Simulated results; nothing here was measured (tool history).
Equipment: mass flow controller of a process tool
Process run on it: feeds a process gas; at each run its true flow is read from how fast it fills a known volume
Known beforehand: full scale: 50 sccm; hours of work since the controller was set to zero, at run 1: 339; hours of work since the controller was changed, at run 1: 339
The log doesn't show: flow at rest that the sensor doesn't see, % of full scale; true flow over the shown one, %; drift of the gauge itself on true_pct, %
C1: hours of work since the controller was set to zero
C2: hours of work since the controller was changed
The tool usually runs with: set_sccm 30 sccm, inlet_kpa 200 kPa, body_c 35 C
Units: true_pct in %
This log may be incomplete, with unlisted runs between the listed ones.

{"run": 1, "hour": 0.0, "set_sccm": 30, "inlet_kpa": 200, "body_c": 35, "C1": 339, "C2": 339, "true_pct": 98.42}
{"run": 2, "hour": 120.3, "set_sccm": 30, "inlet_kpa": 200, "body_c": 35, "C1": 428, "C2": 428, "true_pct": 98.3}
{"run": 3, "hour": 237.0, "set_sccm": 30, "inlet_kpa": 200, "body_c": 35, "C1": 514, "C2": 514, "true_pct": 98.34}
{"run": 4, "hour": 375.6, "set_sccm": 30, "inlet_kpa": 200, "body_c": 35, "C1": 616, "C2": 616, "true_pct": 98.38}
{"run": 5, "hour": 510.5, "set_sccm": 30, "inlet_kpa": 200, "body_c": 22, "C1": 716, "C2": 716, "true_pct": 99.76}
{"run": 6, "hour": 657.6, "set_sccm": 30, "inlet_kpa": 200, "body_c": 29, "C1": 825, "C2": 825, "true_pct": 99.08}
{"run": 7, "hour": 808.3, "set_sccm": 30, "inlet_kpa": 200, "body_c": 29, "C1": 936, "C2": 936, "true_pct": 99.01}
{"run": 8, "hour": 873.8, "set_sccm": 30, "inlet_kpa": 200, "body_c": 29, "C1": 985, "C2": 985, "true_pct": 99.12}
{"run": 9, "hour": 998.1, "set_sccm": 30, "inlet_kpa": 200, "body_c": 29, "C1": 1076, "C2": 1076, "true_pct": 99.06}
{"run": 10, "hour": 1125.1, "set_sccm": 30, "inlet_kpa": 200, "body_c": 29, "C1": 1170, "C2": 1170, "true_pct": 99.1}
{"run": 11, "hour": 1214.1, "set_sccm": 30, "inlet_kpa": 200, "body_c": 35, "C1": 1236, "C2": 1236, "true_pct": 98.23}
{"run": 12, "hour": 1371.0, "set_sccm": 30, "inlet_kpa": 200, "body_c": 35, "C1": 1352, "C2": 1352, "true_pct": 98.39}
{"run": 13, "hour": 1492.4, "set_sccm": 30, "inlet_kpa": 200, "body_c": 35, "C1": 1442, "C2": 1442, "true_pct": 98.48}
{"run": 14, "hour": 1591.4, "set_sccm": 30, "inlet_kpa": 200, "body_c": 35, "C1": 1515, "C2": 1515, "true_pct": 98.38}
{"run": 15, "hour": 1691.0, "set_sccm": 30, "inlet_kpa": 200, "body_c": 36, "C1": 1588, "C2": 1588, "true_pct": 98.26}
{"run": 16, "hour": 1760.6, "set_sccm": 30, "inlet_kpa": 200, "body_c": 36, "C1": 1640, "C2": 1640, "true_pct": 98.32}
{"run": 17, "hour": 1836.4, "set_sccm": 9, "inlet_kpa": 200, "body_c": 35, "C1": 1696, "C2": 1696, "true_pct": 98.02}
{"run": 18, "hour": 1968.0, "set_sccm": 9, "inlet_kpa": 200, "body_c": 35, "C1": 1793, "C2": 1793, "true_pct": 98.01}
{"run": 19, "hour": 2125.3, "set_sccm": 18, "inlet_kpa": 200, "body_c": 35, "C1": 1909, "C2": 1909, "true_pct": 98.04}
{"run": 20, "hour": 2261.4, "set_sccm": 18, "inlet_kpa": 200, "body_c": 35, "C1": 2010, "C2": 2010, "true_pct": 98.07}
{"run": 21, "hour": 2408.8, "set_sccm": 18, "inlet_kpa": 200, "body_c": 35, "C1": 2118, "C2": 2118, "true_pct": 98.09}
{"run": 22, "hour": 2543.7, "set_sccm": 18, "inlet_kpa": 200, "body_c": 35, "C1": 2218, "C2": 2218, "true_pct": 98.04}
{"run": 23, "hour": 2675.3, "set_sccm": 18, "inlet_kpa": 200, "body_c": 35, "C1": 2315, "C2": 2315, "true_pct": 98.02}
{"run": 24, "hour": 2776.2, "set_sccm": 18, "inlet_kpa": 200, "body_c": 35, "C1": 2390, "C2": 2390, "true_pct": 98.06}
{"run": 25, "hour": 2841.6, "set_sccm": 18, "inlet_kpa": 200, "body_c": 35, "C1": 2438, "C2": 2438, "true_pct": 98.07}
{"run": 26, "hour": 2914.8, "set_sccm": 10, "inlet_kpa": 257, "body_c": 35, "C1": 2492, "C2": 2492, "true_pct": 97.75}
{"run": 27, "hour": 3004.1, "set_sccm": 10, "inlet_kpa": 257, "body_c": 35, "C1": 2558, "C2": 2558, "true_pct": 97.85}
{"run": 28, "hour": 3144.7, "set_sccm": 8, "inlet_kpa": 166, "body_c": 25, "C1": 2662, "C2": 2662, "true_pct": 99.24}
{"run": 29, "hour": 3273.2, "set_sccm": 37, "inlet_kpa": 269, "body_c": 34, "C1": 2757, "C2": 2757, "true_pct": 98.53}
{"run": 30, "hour": 3399.1, "set_sccm": 37, "inlet_kpa": 269, "body_c": 34, "C1": 2850, "C2": 2850, "true_pct": 98.5}
{"run": 31, "hour": 3468.4, "set_sccm": 14, "inlet_kpa": 218, "body_c": 33, "C1": 2901, "C2": 2901, "true_pct": 98.16}
{"run": 32, "hour": 3588.6, "set_sccm": 30, "inlet_kpa": 178, "body_c": 31, "C1": 2990, "C2": 2990, "true_pct": 98.84}
{"run": 33, "hour": 3682.7, "set_sccm": 30, "inlet_kpa": 178, "body_c": 31, "C1": 3060, "C2": 3060, "true_pct": 98.89}
{"run": 34, "hour": 3821.3, "set_sccm": 30, "inlet_kpa": 178, "body_c": 31, "C1": 3162, "C2": 3162, "true_pct": 98.83}
{"run": 35, "hour": 3921.1, "set_sccm": 9, "inlet_kpa": 188, "body_c": 25, "C1": 3236, "C2": 3236, "true_pct": 99.02}
{"run": 36, "hour": 3989.1, "set_sccm": 30, "inlet_kpa": 230, "body_c": 40, "C1": 3286, "C2": 3286, "true_pct": 97.56}
{"run": 37, "hour": 4054.7, "set_sccm": 34, "inlet_kpa": 229, "body_c": 21, "C1": 3334, "C2": 3334, "true_pct": 99.92}
{"run": 38, "hour": 4177.7, "set_sccm": 34, "inlet_kpa": 229, "body_c": 21, "C1": 3425, "C2": 3425, "true_pct": 99.89}
{"run": 39, "hour": 4333.6, "set_sccm": 34, "inlet_kpa": 229, "body_c": 21, "C1": 3540, "C2": 3540, "true_pct": 100.06}
{"run": 40, "hour": 4419.3, "set_sccm": 34, "inlet_kpa": 229, "body_c": 21, "C1": 3604, "C2": 3604, "true_pct": 100.03}
{"run": 41, "hour": 4531.8, "set_sccm": 30, "inlet_kpa": 200, "body_c": 25, "C1": 3687, "C2": 3687, "true_pct": 99.57}
{"run": 42, "hour": 4667.5, "set_sccm": 7, "inlet_kpa": 206, "body_c": 28, "C1": 3787, "C2": 3787, "true_pct": 98.62}
{"run": 43, "hour": 4765.5, "set_sccm": 30, "inlet_kpa": 216, "body_c": 40, "C1": 3860, "C2": 3860, "true_pct": 97.77}
{"run": 44, "hour": 4848.3, "set_sccm": 30, "inlet_kpa": 216, "body_c": 40, "C1": 3921, "C2": 3921, "true_pct": 97.81}
{"run": 45, "hour": 4932.9, "set_sccm": 30, "inlet_kpa": 261, "body_c": 36, "C1": 3983, "C2": 3983, "true_pct": 98.18}
{"run": 46, "hour": 5035.4, "set_sccm": 30, "inlet_kpa": 200, "body_c": 26, "C1": 4059, "C2": 4059, "true_pct": 99.4}
{"run": 47, "hour": 5123.0, "set_sccm": 30, "inlet_kpa": 200, "body_c": 26, "C1": 4124, "C2": 4124, "true_pct": 99.34}
{"run": 48, "hour": 5279.9, "set_sccm": 9, "inlet_kpa": 200, "body_c": 35, "C1": 4239, "C2": 4239, "true_pct": 97.94}
{"run": 49, "hour": 5385.9, "set_sccm": 22, "inlet_kpa": 239, "body_c": 21, "C1": 4318, "C2": 4318, "true_pct": 99.65}

3 options for the next run, each taken on its own from the tool as it stands now. Forecast them:
{"run": "A", "hour": 5489.9, "set_sccm": 30, "inlet_kpa": 206, "body_c": 33, "C1": 4395, "C2": 4395, "true_pct": "?"}
{"run": "B", "hour": 5489.9, "set_sccm": 13, "inlet_kpa": 239, "body_c": 24, "C1": 4395, "C2": 4395, "true_pct": "?"}
{"run": "C", "hour": 5489.9, "set_sccm": 30, "inlet_kpa": 200, "body_c": 24, "C1": 4395, "C2": 4395, "true_pct": "?"}

run=A true_pct=98.63
run=B true_pct=99.11
run=C true_pct=99.65
Without the tool's unlogged condition, the same runs would have read:
run=A true_pct=98.64
run=B true_pct=99.12
run=C true_pct=99.66

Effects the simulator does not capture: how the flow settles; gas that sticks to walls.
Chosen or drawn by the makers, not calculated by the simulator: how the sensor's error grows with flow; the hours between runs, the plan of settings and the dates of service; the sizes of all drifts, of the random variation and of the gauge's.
